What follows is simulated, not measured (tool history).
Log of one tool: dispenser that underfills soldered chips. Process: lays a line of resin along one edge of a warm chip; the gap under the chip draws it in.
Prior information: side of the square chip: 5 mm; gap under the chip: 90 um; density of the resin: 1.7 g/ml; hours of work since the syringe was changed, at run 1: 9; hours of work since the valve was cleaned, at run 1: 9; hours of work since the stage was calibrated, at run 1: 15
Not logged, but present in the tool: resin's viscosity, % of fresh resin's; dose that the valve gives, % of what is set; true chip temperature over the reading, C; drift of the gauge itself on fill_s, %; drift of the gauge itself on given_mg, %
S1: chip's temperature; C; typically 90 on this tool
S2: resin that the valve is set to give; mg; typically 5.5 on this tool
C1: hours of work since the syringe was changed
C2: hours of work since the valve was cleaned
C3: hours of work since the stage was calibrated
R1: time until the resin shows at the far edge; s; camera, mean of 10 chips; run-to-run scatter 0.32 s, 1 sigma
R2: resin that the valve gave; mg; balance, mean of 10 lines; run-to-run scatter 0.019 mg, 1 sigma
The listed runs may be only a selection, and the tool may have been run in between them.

run   hour   S1    S2  C1   C2   C3    R1    R2
  1      0   90   5.5   9    9   15  21.8  5.46
       3.5  -- new syringe of resin
  2    9.2   90   5.5   4   16   22    15  5.41
  3   15.2   90   5.5   9   21   26  21.2  5.42
      19.2  -- new syringe of resin
  4   27.2   90   5.5   6   30   35  17.9   5.4
      34.6  -- new syringe of resin
  5   36.5   90   5.5   1   37   42  11.6  5.37
  6   43.1   90   5.5   7   42   47    18  5.36
      49.8  -- new syringe of resin
  7   53.4   90   5.5   3   49   55  13.3  5.35
  8   62.7   90   5.5  10   56   62  23.7   5.3
      65.2  -- new syringe of resin
  9   71.2   90   5.5   5   63   68  15.3  5.29
 10   76.4   94   5.5   9   67   72  18.4  5.31
      80.3  -- new syringe of resin
 11   85.8   94   6.7   4   73   79  12.6  6.38
 12     91   94   6.7   8   77   83  17.3  6.39
      95.5  -- new syringe of resin
 13  102.6   94   6.7   5   86   92  13.2  6.34
     111.1  -- new syringe of resin
 14    114   94   6.7   2   95  100  10.8  6.32
 15  122.7   94   6.7   9  101  107  18.5  6.27
     126.2  -- new syringe of resin
 16  129.4   94  6.51   2  106  112  10.2  6.08
 17  134.6   94  6.51   6  110  116  14.9  6.09
     141.2  -- new syringe of resin
 18  144.3   94  5.82   2  117  123  10.8   5.4
 19  155.2   91  5.82  11  126  131  24.9   5.4
     156.5  -- new syringe of resin
     167.4  -- dispensing valve cleaned and set on the balance
 20  167.4   91  5.82   8    0  140  19.3  5.81
     173.2  -- new syringe of resin
 21  174.3   91  5.82   1    5  145  10.3  5.78
 22  185.5   90  5.11   9   14  153  23.1  5.07
     188.3  -- new syringe of resin
 23  197.6   99  5.89   7   23  162  13.6  5.81
     203.7  -- new syringe of resin
 24  205.1   92  5.57   1   28  168  11.2  5.49
 25  217.2   83  6.33  10   37  177    31  6.19
     219.1  -- new syringe of resin
 26  226.8   90  6.54   6   44  184  16.5  6.38
 27  232.1   90  6.54  10   49  188  23.6  6.37
       235  -- new syringe of resin
 28  239.5   80  6.13   3   54  194  19.5  5.93
 29  248.5  100  6.05  10   61  200  16.9  5.83
     250.6  -- new syringe of resin
 30  256.2   85   5.5   4   67  206  18.2  5.25
 31  262.1   99  6.33   9   71  211  15.9  6.02
     265.7  -- new syringe of resin
 32  267.3   99  6.33   1   75  214   8.9  6.01
 33  274.5   97  5.79   7   80  220  14.7  5.54
     281.3  -- new syringe of resin
 34  286.7   90  5.37   4   89  229  15.6  5.08
 35  294.3   92  5.42  10   95  235  24.2  5.12

Describe how what the log doesn't record of the tool's condition differs between the last listed run preceding each entry between runs and the first listed run following it.
After run 1, before run 2: new syringe of resin (hour 3.5)
  resin's viscosity, % of fresh resin's: 217.2 -> 143.5; dose that the valve gives, % of what is set: 99.26 -> 98.88; true chip temperature over the reading, C: -0.1 -> -0.12
  measured value less the no-hidden-state value, R1: +11.9 -> +4.6 s; R2: -0.04 -> -0.06 mg
After run 3, before run 4: new syringe of resin (hour 19.2)
  resin's viscosity, % of fresh resin's: 212.7 -> 168.7; dose that the valve gives, % of what is set: 98.61 -> 98.08; true chip temperature over the reading, C: -0.13 -> -0.16
  measured value less the no-hidden-state value, R1: +11.6 -> +7.2 s; R2: -0.08 -> -0.11 mg
After run 4, before run 5: new syringe of resin (hour 34.6)
  resin's viscosity, % of fresh resin's: 168.7 -> 111.2; dose that the valve gives, % of what is set: 98.08 -> 97.7; true chip temperature over the reading, C: -0.16 -> -0.18
  measured value less the no-hidden-state value, R1: +7.2 -> +1.3 s; R2: -0.11 -> -0.13 mg
After run 6, before run 7: new syringe of resin (hour 49.8)
  resin's viscosity, % of fresh resin's: 170.5 -> 125.4; dose that the valve gives, % of what is set: 97.41 -> 96.95; true chip temperature over the reading, C: -0.19 -> -0.21
  measured value less the no-hidden-state value, R1: +7.5 -> +2.7 s; R2: -0.14 -> -0.17 mg
After run 8, before run 9: new syringe of resin (hour 65.2)
  resin's viscosity, % of fresh resin's: 229.6 -> 148.7; dose that the valve gives, % of what is set: 96.54 -> 96.17; true chip temperature over the reading, C: -0.23 -> -0.25
  measured value less the no-hidden-state value, R1: +13.6 -> +5.2 s; R2: -0.19 -> -0.21 mg
After run 10, before run 11: new syringe of resin (hour 80.3)
  resin's viscosity, % of fresh resin's: 208 -> 141.7; dose that the valve gives, % of what is set: 95.94 -> 95.49; true chip temperature over the reading, C: -0.26 -> -0.29
  measured value less the no-hidden-state value, R1: +9.8 -> +3.8 s; R2: -0.22 -> -0.3 mg
After run 12, before run 13: new syringe of resin (hour 95.5)
  resin's viscosity, % of fresh resin's: 198.8 -> 159.6; dose that the valve gives, % of what is set: 95.24 -> 94.72; true chip temperature over the reading, C: -0.3 -> -0.32
  measured value less the no-hidden-state value, R1: +8.8 -> +5.3 s; R2: -0.32 -> -0.35 mg
After run 13, before run 14: new syringe of resin (hour 111.1)
  resin's viscosity, % of fresh resin's: 159.6 -> 120.4; dose that the valve gives, % of what is set: 94.72 -> 94.28; true chip temperature over the reading, C: -0.32 -> -0.35
  measured value less the no-hidden-state value, R1: +5.3 -> +1.9 s; R2: -0.35 -> -0.38 mg
After run 15, before run 16: new syringe of resin (hour 126.2)
  resin's viscosity, % of fresh resin's: 210.9 -> 119.8; dose that the valve gives, % of what is set: 93.9 -> 93.62; true chip temperature over the reading, C: -0.37 -> -0.38
  measured value less the no-hidden-state value, R1: +10 -> +2 s; R2: -0.41 -> -0.41 mg
After run 17, before run 18: new syringe of resin (hour 141.2)
  resin's viscosity, % of fresh resin's: 167.8 -> 121.8; dose that the valve gives, % of what is set: 93.43 -> 93.02; true chip temperature over the reading, C: -0.39 -> -0.41
  measured value less the no-hidden-state value, R1: +6.2 -> +2.3 s; R2: -0.43 -> -0.41 mg
After run 19, before run 20: new syringe of resin (hour 156.5); dispensing valve cleaned and set on the balance (hour 167.4)
  resin's viscosity, % of fresh resin's: 246.7 -> 191.4; dose that the valve gives, % of what is set: 92.52 -> 99.75; true chip temperature over the reading, C: -0.44 -> -0.46
  measured value less the no-hidden-state value, R1: +14.9 -> +9.2 s; R2: -0.44 -> -0.02 mg
After run 20, before run 21: new syringe of resin (hour 173.2)
  resin's viscosity, % of fresh resin's: 191.4 -> 107.2; dose that the valve gives, % of what is set: 99.75 -> 99.47; true chip temperature over the reading, C: -0.46 -> -0.47
  measured value less the no-hidden-state value, R1: +9.2 -> +0.9 s; R2: -0.02 -> -0.03 mg
After run 22, before run 23: new syringe of resin (hour 188.3)
  resin's viscosity, % of fresh resin's: 222.1 -> 183.5; dose that the valve gives, % of what is set: 98.98 -> 98.47; true chip temperature over the reading, C: -0.5 -> -0.52
  measured value less the no-hidden-state value, R1: +13 -> +6.4 s; R2: -0.06 -> -0.09 mg
After run 23, before run 24: new syringe of resin (hour 203.7)
  resin's viscosity, % of fresh resin's: 183.5 -> 107.8; dose that the valve gives, % of what is set: 98.47 -> 98.16; true chip temperature over the reading, C: -0.52 -> -0.54
  measured value less the no-hidden-state value, R1: +6.4 -> +1 s; R2: -0.09 -> -0.1 mg
After run 25, before run 26: new syringe of resin (hour 219.1)
  resin's viscosity, % of fresh resin's: 236.9 -> 163.7; dose that the valve gives, % of what is set: 97.61 -> 97.16; true chip temperature over the reading, C: -0.57 -> -0.59
  measured value less the no-hidden-state value, R1: +18.1 -> +6.8 s; R2: -0.15 -> -0.19 mg
After run 27, before run 28: new syringe of resin (hour 235)
  resin's viscosity, % of fresh resin's: 230.9 -> 134.5; dose that the valve gives, % of what is set: 96.92 -> 96.59; true chip temperature over the reading, C: -0.6 -> -0.62
  measured value less the no-hidden-state value, R1: +13.4 -> +5.4 s; R2: -0.2 -> -0.21 mg
After run 29, before run 30: new syringe of resin (hour 250.6)
  resin's viscosity, % of fresh resin's: 241.5 -> 143.3; dose that the valve gives, % of what is set: 96.18 -> 95.83; true chip temperature over the reading, C: -0.64 -> -0.65
  measured value less the no-hidden-state value, R1: +10.5 -> +5.9 s; R2: -0.24 -> -0.23 mg
After run 31, before run 32: new syringe of resin (hour 265.7)
  resin's viscosity, % of fresh resin's: 209.1 -> 111.8; dose that the valve gives, % of what is set: 95.59 -> 95.38; true chip temperature over the reading, C: -0.67 -> -0.68
  measured value less the no-hidden-state value, R1: +8.4 -> +1.1 s; R2: -0.28 -> -0.29 mg
After run 33, before run 34: new syringe of resin (hour 281.3)
  resin's viscosity, % of fresh resin's: 177.6 -> 143.5; dose that the valve gives, % of what is set: 95.03 -> 94.53; true chip temperature over the reading, C: -0.7 -> -0.73
  measured value less the no-hidden-state value, R1: +6.7 -> +5.1 s; R2: -0.28 -> -0.29 mg
